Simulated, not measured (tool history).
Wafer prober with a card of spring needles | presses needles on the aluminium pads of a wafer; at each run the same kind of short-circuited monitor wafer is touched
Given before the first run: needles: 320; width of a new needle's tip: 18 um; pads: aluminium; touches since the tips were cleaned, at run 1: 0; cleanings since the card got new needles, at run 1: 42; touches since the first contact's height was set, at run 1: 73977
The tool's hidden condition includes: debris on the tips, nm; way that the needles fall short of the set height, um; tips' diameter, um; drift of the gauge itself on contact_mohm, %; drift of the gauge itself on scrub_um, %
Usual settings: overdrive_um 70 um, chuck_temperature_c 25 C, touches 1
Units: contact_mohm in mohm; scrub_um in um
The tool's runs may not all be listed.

run	hour	overdrive_um	chuck_temperature_c	touches	touches since the tips were cleaned	cleanings since the card got new needles	touches since the first contact's height was set	contact_mohm	scrub_um
1	0	70	25	1	0	42	73977	255	15.17
# hour 14.7: tips cleaned on abrasive film
2	20.8	70	60	1	3484	43	85804	268	15.16
# hour 29.3: tips cleaned on abrasive film
3	35.5	70	25	1	3549	44	94131	261	15.18
# hour 43.3: tips cleaned on abrasive film
4	46.9	70	25	1	2061	45	100579	258	15.14
# hour 57.1: tips cleaned on abrasive film
5	62.3	70	25	1	2963	46	109334	260	15.15
# hour 71.2: tips cleaned on abrasive film
# hour 84.7: tips cleaned on abrasive film
6	84.7	70	25	1	0	48	122014	264	15.11
# hour 99.4: tips cleaned on abrasive film
7	109.3	70	25	1	5652	49	136004	257	15.11
# hour 113.1: tips cleaned on abrasive film
# hour 125: height of the first contact set anew
# hour 127.2: tips cleaned on abrasive film
8	129.4	70	25	1	1215	51	2420	256	15.07
# hour 141: tips cleaned on abrasive film
9	152.5	70	27	1	6581	52	15573	258	15.09
# hour 155.9: tips cleaned on abrasive film
# hour 170.6: tips cleaned on abrasive film
10	171.7	70	27	1	602	54	26425	260	15.1
# hour 184.2: tips cleaned on abrasive film
# hour 197.5: tips cleaned on abrasive film
11	197.5	70	27	1	0	56	41077	260	15.04
# hour 212.8: tips cleaned on abrasive film
12	217.5	70	25	1	2729	57	52434	263	15.02
# hour 227.5: tips cleaned on abrasive film
13	238.2	70	25	1	6134	58	64184	261	15.03
# hour 241.5: tips cleaned on abrasive film
14	252.5	70	25	1	6295	59	72270	262	15.02
# hour 255.8: tips cleaned on abrasive film
# hour 269.1: tips cleaned on abrasive film
15	270.2	70	25	1	604	61	82267	261	14.99
# hour 283.4: tips cleaned on abrasive film
16	288.6	70	25	1	2941	62	92726	261	14.97
# hour 297.6: tips cleaned on abrasive film
17	309.1	70	25	1	6547	63	104378	262	14.98
# hour 311.2: tips cleaned on abrasive film
18	321.1	60	50	1	5664	64	111173	266	12.83
# hour 324.6: tips cleaned on abrasive film
19	332.5	53	33	2	4476	65	117617	264	11.32
# hour 338.2: tips cleaned on abrasive film
20	343	70	96	1	2774	66	123582	280	14.95
# hour 351.8: tips cleaned on abrasive film
21	355.1	61	25	2	1888	67	130445	266	13.05
# hour 366.9: tips cleaned on abrasive film
22	375.4	53	25	2	4867	68	141971	263	11.32
# hour 380.6: tips cleaned on abrasive film
# hour 380.9: height of the first contact set anew
# hour 394.8: tips cleaned on abrasive film
23	399.5	53	25	2	2701	70	10555	261	11.32
# hour 409.6: tips cleaned on abrasive film
24	415.9	53	25	2	3638	71	19867	265	11.28
# hour 424.2: tips cleaned on abrasive film
25	436.3	75	25	3	6919	72	31437	259	15.96
# hour 438.4: tips cleaned on abrasive film
# hour 453: tips cleaned on abrasive film
26	456.3	86	86	1	1890	74	42767	277	18.3
# hour 467.1: tips cleaned on abrasive film
27	478.8	86	86	1	6673	75	55528	274	18.28

Hidden state at the last listed run before each entry between runs and at the first one after, where it differs:
After run 1, before run 2: tips cleaned on abrasive film (hour 14.7)
  debris on the tips, nm: 0.5 -> 3.9; drift of the gauge itself on scrub_um, %: 0 -> -0.09
  measured minus no-state result, scrub_um: -0.01 -> -0.02 um
After run 2, before run 3: tips cleaned on abrasive film (hour 29.3)
  debris on the tips, nm: 3.9 -> 4; drift of the gauge itself on scrub_um, %: -0.09 -> -0.15
  measured minus no-state result, scrub_um: -0.02 -> -0.03 um
After run 3, before run 4: tips cleaned on abrasive film (hour 43.3)
  debris on the tips, nm: 4 -> 3.2; drift of the gauge itself on scrub_um, %: -0.15 -> -0.2
  measured minus no-state result, scrub_um: -0.03 -> -0.04 um
After run 4, before run 5: tips cleaned on abrasive film (hour 57.1)
  debris on the tips, nm: 3.2 -> 3.5; drift of the gauge itself on scrub_um, %: -0.2 -> -0.26
  measured minus no-state result, scrub_um: -0.04 -> -0.04 um
After run 5, before run 6: tips cleaned on abrasive film (hour 71.2); tips cleaned on abrasive film (hour 84.7)
  debris on the tips, nm: 3.5 -> 0.3; way that the needles fall short of the set height, um: 0.02 -> 0.03; drift of the gauge itself on scrub_um, %: -0.26 -> -0.35
  measured minus no-state result, scrub_um: -0.04 -> -0.06 um
After run 6, before run 7: tips cleaned on abrasive film (hour 99.4)
  debris on the tips, nm: 0.3 -> 4.5; drift of the gauge itself on scrub_um, %: -0.35 -> -0.46
  measured minus no-state result, scrub_um: -0.06 -> -0.07 um
After run 7, before run 8: tips cleaned on abrasive film (hour 113.1); height of the first contact set anew (hour 125); tips cleaned on abrasive film (hour 127.2)
  debris on the tips, nm: 4.5 -> 2; way that the needles fall short of the set height, um: 0.03 -> 0; drift of the gauge itself on scrub_um, %: -0.46 -> -0.54
  measured minus no-state result, scrub_um: -0.07 -> -0.08 um
After run 8, before run 9: tips cleaned on abrasive film (hour 141)
  debris on the tips, nm: 2 -> 4.8; drift of the gauge itself on scrub_um, %: -0.54 -> -0.64
  measured minus no-state result, scrub_um: -0.08 -> -0.09 um
After run 9, before run 10: tips cleaned on abrasive film (hour 155.9); tips cleaned on abrasive film (hour 170.6)
  debris on the tips, nm: 4.8 -> 1.2; way that the needles fall short of the set height, um: 0 -> 0.01; tips' diameter, um: 18.03 -> 18.04; drift of the gauge itself on scrub_um, %: -0.64 -> -0.72
  measured minus no-state result, scrub_um: -0.09 -> -0.11 um
After run 10, before run 11: tips cleaned on abrasive film (hour 184.2); tips cleaned on abrasive film (hour 197.5)
  debris on the tips, nm: 1.2 -> 0.4; drift of the gauge itself on scrub_um, %: -0.72 -> -0.82
  measured minus no-state result, scrub_um: -0.11 -> -0.12 um
After run 11, before run 12: tips cleaned on abrasive film (hour 212.8)
  debris on the tips, nm: 0.4 -> 3.5; drift of the gauge itself on scrub_um, %: -0.82 -> -0.91
  measured minus no-state result, scrub_um: -0.12 -> -0.14 um
After run 12, before run 13: tips cleaned on abrasive film (hour 227.5)
  debris on the tips, nm: 3.5 -> 4.8; way that the needles fall short of the set height, um: 0.01 -> 0.02; drift of the gauge itself on scrub_um, %: -0.91 -> -0.99
  measured minus no-state result, scrub_um: -0.14 -> -0.15 um
After run 13, before run 14: tips cleaned on abrasive film (hour 241.5)
  debris on the tips, nm: 4.8 -> 4.7; drift of the gauge itself on scrub_um, %: -0.99 -> -1.05
  measured minus no-state result, scrub_um: -0.15 -> -0.16 um
After run 14, before run 15: tips cleaned on abrasive film (hour 255.8); tips cleaned on abrasive film (hour 269.1)
  debris on the tips, nm: 4.7 -> 1.6; drift of the gauge itself on scrub_um, %: -1.05 -> -1.13
  measured minus no-state result, scrub_um: -0.16 -> -0.17 um
After run 15, before run 16: tips cleaned on abrasive film (hour 283.4)
  debris on the tips, nm: 1.6 -> 3.6; drift of the gauge itself on scrub_um, %: -1.13 -> -1.2
  measured minus no-state result, scrub_um: -0.17 -> -0.19 um
After run 16, before run 17: tips cleaned on abrasive film (hour 297.6)
  debris on the tips, nm: 3.6 -> 4.7; drift of the gauge itself on scrub_um, %: -1.2 -> -1.29
  measured minus no-state result, scrub_um: -0.19 -> -0.2 um
After run 17, before run 18: tips cleaned on abrasive film (hour 311.2)
  way that the needles fall short of the set height, um: 0.02 -> 0.03; drift of the gauge itself on scrub_um, %: -1.29 -> -1.34
  measured minus no-state result, scrub_um: -0.2 -> -0.18 um
After run 18, before run 19: tips cleaned on abrasive film (hour 324.6)
  debris on the tips, nm: 4.7 -> 4.3; drift of the gauge itself on scrub_um, %: -1.34 -> -1.39
  measured minus no-state result, scrub_um: -0.18 -> -0.16 um
After run 19, before run 20: tips cleaned on abrasive film (hour 338.2)
  debris on the tips, nm: 4.3 -> 3.6; drift of the gauge itself on scrub_um, %: -1.39 -> -1.43
  measured minus no-state result, scrub_um: -0.16 -> -0.23 um
After run 20, before run 21: tips cleaned on abrasive film (hour 351.8)
  debris on the tips, nm: 3.6 -> 3; drift of the gauge itself on scrub_um, %: -1.43 -> -1.48
  measured minus no-state result, scrub_um: -0.23 -> -0.2 um
After run 21, before run 22: tips cleaned on abrasive film (hour 366.9)
  debris on the tips, nm: 3 -> 4.4; drift of the gauge itself on scrub_um, %: -1.48 -> -1.57
  measured minus no-state result, scrub_um: -0.2 -> -0.19 um
After run 22, before run 23: tips cleaned on abrasive film (hour 380.6); height of the first contact set anew (hour 380.9); tips cleaned on abrasive film (hour 394.8)
  debris on the tips, nm: 4.4 -> 3.3; way that the needles fall short of the set height, um: 0.03 -> 0; tips' diameter, um: 18.04 -> 18.05; drift of the gauge itself on scrub_um, %: -1.57 -> -1.67
  measured minus no-state result, scrub_um: -0.19 -> -0.19 um
After run 23, before run 24: tips cleaned on abrasive film (hour 409.6)
  debris on the tips, nm: 3.3 -> 4.2; drift of the gauge itself on scrub_um, %: -1.67 -> -1.74
  measured minus no-state result, scrub_um: -0.19 -> -0.2 um
After run 24, before run 25: tips cleaned on abrasive film (hour 424.2)
  debris on the tips, nm: 4.2 -> 4.8; way that the needles fall short of the set height, um: 0 -> 0.01; drift of the gauge itself on scrub_um, %: -1.74 -> -1.82
  measured minus no-state result, scrub_um: -0.2 -> -0.3 um
After run 25, before run 26: tips cleaned on abrasive film (hour 438.4); tips cleaned on abrasive film (hour 453)
  debris on the tips, nm: 4.8 -> 3; drift of the gauge itself on scrub_um, %: -1.82 -> -1.9
  measured minus no-state result, scrub_um: -0.3 -> -0.35 um
After run 26, before run 27: tips cleaned on abrasive film (hour 467.1)
  debris on the tips, nm: 3 -> 4.8; drift of the gauge itself on scrub_um, %: -1.9 -> -2
  measured minus no-state result, scrub_um: -0.35 -> -0.37 um
